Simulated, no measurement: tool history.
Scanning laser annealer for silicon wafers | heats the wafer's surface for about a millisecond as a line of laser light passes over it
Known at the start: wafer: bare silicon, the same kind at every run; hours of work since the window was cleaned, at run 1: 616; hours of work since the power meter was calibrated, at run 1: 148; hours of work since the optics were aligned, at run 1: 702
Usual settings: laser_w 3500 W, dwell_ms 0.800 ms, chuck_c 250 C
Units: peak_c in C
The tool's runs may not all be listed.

run,hour,laser_w,dwell_ms,chuck_c,hours of work since the window was cleaned,hours of work since the power meter was calibrated,hours of work since the optics were aligned,peak_c
1,0.0,3500,0.800,250,616,148,702,999
2,12.6,3500,0.800,225,623,156,710,975
3,24.5,3500,0.800,225,631,163,717,974
# hour 31.5: window over the wafer cleaned
4,33.9,3500,0.800,250,1,167,722,994
5,44.0,3500,0.800,250,8,173,728,992
6,53.0,3500,0.800,217,13,179,733,959
7,64.6,3288,0.800,250,20,186,740,942
8,77.0,3288,0.800,250,28,193,748,944
9,92.2,3288,0.800,250,37,203,757,940
10,99.4,3288,0.800,250,41,207,761,943
11,107.8,3288,0.800,250,46,212,766,942
# hour 117.0: window over the wafer cleaned, once more
12,117.5,3500,0.903,240,0,217,771,1052
13,128.9,3500,0.801,263,7,224,778,1034
14,140.3,3167,0.801,283,14,231,785,974
15,151.2,3228,0.984,259,21,237,791,1032
16,160.1,3382,0.576,227,26,243,797,869
17,170.3,3500,0.710,250,32,249,803,982
18,178.9,3718,0.789,250,38,254,808,1066
19,189.2,3529,0.707,248,44,260,814,981
20,201.9,3529,0.707,248,51,268,822,980
21,217.2,3529,0.707,248,61,277,831,981
22,227.6,3529,0.615,248,67,283,838,939

Forecast each of these 5 alternatives for the next run:
A,235.9,3425,0.705,253,72,288,843,?
B,235.9,3212,0.740,223,72,288,843,?
C,235.9,3500,0.797,250,72,288,843,?
D,235.9,3086,0.928,220,72,288,843,?
E,235.9,3500,0.800,217,72,288,843,?

run,peak_c
A,961
B,896
C,1018
D,935
E,984
Without the tool's hidden state the same runs would have given:
run,peak_c
A,979
B,913
C,1037
D,953
E,1004

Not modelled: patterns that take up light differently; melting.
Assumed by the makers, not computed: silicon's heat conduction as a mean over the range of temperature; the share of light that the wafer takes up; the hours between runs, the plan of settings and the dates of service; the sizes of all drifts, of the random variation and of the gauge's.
